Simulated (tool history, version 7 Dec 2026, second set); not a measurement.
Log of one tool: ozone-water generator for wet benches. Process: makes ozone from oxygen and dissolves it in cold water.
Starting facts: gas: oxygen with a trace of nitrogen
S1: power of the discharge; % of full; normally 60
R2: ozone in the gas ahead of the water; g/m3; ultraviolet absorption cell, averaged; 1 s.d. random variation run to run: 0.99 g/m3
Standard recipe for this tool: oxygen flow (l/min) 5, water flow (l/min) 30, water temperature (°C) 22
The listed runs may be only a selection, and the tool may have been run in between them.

Run 1, hour 0: usual settings. Result: dissolved ozone (ppm) 12.9, R2 170.6 g/m3.
Run 2, hour 107.8: usual settings. Result: dissolved ozone (ppm) 13, R2 170.5 g/m3.
Run 3, hour 184.6: usual settings. Result: dissolved ozone (ppm) 13.2, R2 173.7 g/m3.
Run 4, hour 307.1: usual settings but S1 65 % of full. Result: dissolved ozone (ppm) 13.7, R2 182.4 g/m3.
Run 5, hour 434.4: usual settings. Result: dissolved ozone (ppm) 13.1, R2 172.8 g/m3.
Run 6, hour 555.8: usual settings. Result: dissolved ozone (ppm) 13.2, R2 173.1 g/m3.
Run 7, hour 661.4: usual settings but oxygen flow (l/min) 7.87. Result: dissolved ozone (ppm) 13.2, R2 133.4 g/m3.
Run 8, hour 729.6: usual settings but oxygen flow (l/min) 7.87. Result: dissolved ozone (ppm) 13, R2 136.3 g/m3.

What does the tool deliver on the next run?
Run 9, hour 861.9: usual settings but water flow (l/min) 33, water temperature (°C) 27. Result: dissolved ozone (ppm) ?, R2 ?.

Run 9 produced dissolved ozone (ppm) 11.5, R2 173.4 g/m3.
Take away the tool's hidden state, keep the run-to-run variation as it was, and the same run would have given dissolved ozone (ppm) 11.5, R2 170.4 g/m3.

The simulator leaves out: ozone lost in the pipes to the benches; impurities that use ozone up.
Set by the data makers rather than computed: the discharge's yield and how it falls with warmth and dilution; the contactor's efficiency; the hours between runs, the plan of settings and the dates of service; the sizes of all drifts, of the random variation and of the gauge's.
